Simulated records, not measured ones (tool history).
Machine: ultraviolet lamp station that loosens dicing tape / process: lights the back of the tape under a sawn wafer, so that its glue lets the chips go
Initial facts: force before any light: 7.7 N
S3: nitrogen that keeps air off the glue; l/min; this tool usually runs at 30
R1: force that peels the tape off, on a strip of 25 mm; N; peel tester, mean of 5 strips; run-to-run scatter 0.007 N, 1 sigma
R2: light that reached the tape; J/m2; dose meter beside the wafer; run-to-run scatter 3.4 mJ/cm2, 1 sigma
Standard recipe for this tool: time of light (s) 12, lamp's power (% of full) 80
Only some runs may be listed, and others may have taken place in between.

{"run": 1, "hour": 0.0, "time of light (s)": 12, "lamp's power (% of full)": 80, "S3": 30, "R1": 0.254, "R2": 5500}
{"run": 2, "hour": 8.3, "time of light (s)": 12, "lamp's power (% of full)": 80, "S3": 30, "R1": 0.238, "R2": 5530}
{"run": 3, "hour": 23.3, "time of light (s)": 12, "lamp's power (% of full)": 80, "S3": 30, "R1": 0.249, "R2": 5510}
{"run": 4, "hour": 35.3, "time of light (s)": 12, "lamp's power (% of full)": 82, "S3": 30, "R1": 0.234, "R2": 5680}
{"run": 5, "hour": 46.0, "time of light (s)": 12, "lamp's power (% of full)": 80, "S3": 30, "R1": 0.26, "R2": 5470}
{"run": 6, "hour": 56.4, "time of light (s)": 12, "lamp's power (% of full)": 80, "S3": 30, "R1": 0.253, "R2": 5530}
{"run": 7, "hour": 70.2, "time of light (s)": 12, "lamp's power (% of full)": 80, "S3": 11, "R1": 0.721, "R2": 5490}
{"run": 8, "hour": 79.2, "time of light (s)": 16, "lamp's power (% of full)": 80, "S3": 11, "R1": 0.352, "R2": 7290}
{"run": 9, "hour": 88.6, "time of light (s)": 12, "lamp's power (% of full)": 80, "S3": 30, "R1": 0.254, "R2": 5530}
{"run": 10, "hour": 97.4, "time of light (s)": 12, "lamp's power (% of full)": 80, "S3": 30, "R1": 0.247, "R2": 5540}
{"run": 11, "hour": 108.8, "time of light (s)": 12, "lamp's power (% of full)": 80, "S3": 30, "R1": 0.246, "R2": 5490}
{"run": 12, "hour": 121.2, "time of light (s)": 12, "lamp's power (% of full)": 80, "S3": 30, "R1": 0.257, "R2": 5520}
{"run": 13, "hour": 134.3, "time of light (s)": 12, "lamp's power (% of full)": 80, "S3": 30, "R1": 0.256, "R2": 5480}
{"run": 14, "hour": 147.7, "time of light (s)": 12, "lamp's power (% of full)": 80, "S3": 30, "R1": 0.261, "R2": 5490}
{"run": 15, "hour": 156.7, "time of light (s)": 12, "lamp's power (% of full)": 80, "S3": 30, "R1": 0.24, "R2": 5520}
{"run": 16, "hour": 165.9, "time of light (s)": 22, "lamp's power (% of full)": 83, "S3": 30, "R1": 0.074, "R2": 10420}
{"run": 17, "hour": 175.8, "time of light (s)": 15, "lamp's power (% of full)": 80, "S3": 30, "R1": 0.14, "R2": 6910}
{"run": 18, "hour": 187.8, "time of light (s)": 15, "lamp's power (% of full)": 80, "S3": 30, "R1": 0.147, "R2": 6940}
{"run": 19, "hour": 203.3, "time of light (s)": 13, "lamp's power (% of full)": 88, "S3": 30, "R1": 0.155, "R2": 6610}
{"run": 20, "hour": 210.1, "time of light (s)": 13, "lamp's power (% of full)": 88, "S3": 30, "R1": 0.154, "R2": 6600}
{"run": 21, "hour": 225.5, "time of light (s)": 21, "lamp's power (% of full)": 62, "S3": 54, "R1": 0.085, "R2": 7470}
{"run": 22, "hour": 235.6, "time of light (s)": 21, "lamp's power (% of full)": 62, "S3": 54, "R1": 0.078, "R2": 7400}
{"run": 23, "hour": 245.9, "time of light (s)": 21, "lamp's power (% of full)": 80, "S3": 30, "R1": 0.076, "R2": 9750}
{"run": 24, "hour": 259.8, "time of light (s)": 17, "lamp's power (% of full)": 80, "S3": 31, "R1": 0.105, "R2": 7770}
{"run": 25, "hour": 269.2, "time of light (s)": 19, "lamp's power (% of full)": 87, "S3": 30, "R1": 0.085, "R2": 9360}
{"run": 26, "hour": 283.8, "time of light (s)": 19, "lamp's power (% of full)": 87, "S3": 30, "R1": 0.079, "R2": 9470}

Put back what was entered between runs (1 entry, withheld): which listed runs does each sit between, and how does the hidden state differ from the listed run before to the listed run after?
Between runs 17 and 18: window cleaned of glue's vapour (hour 187.8)
  the hidden state is the same at both runs

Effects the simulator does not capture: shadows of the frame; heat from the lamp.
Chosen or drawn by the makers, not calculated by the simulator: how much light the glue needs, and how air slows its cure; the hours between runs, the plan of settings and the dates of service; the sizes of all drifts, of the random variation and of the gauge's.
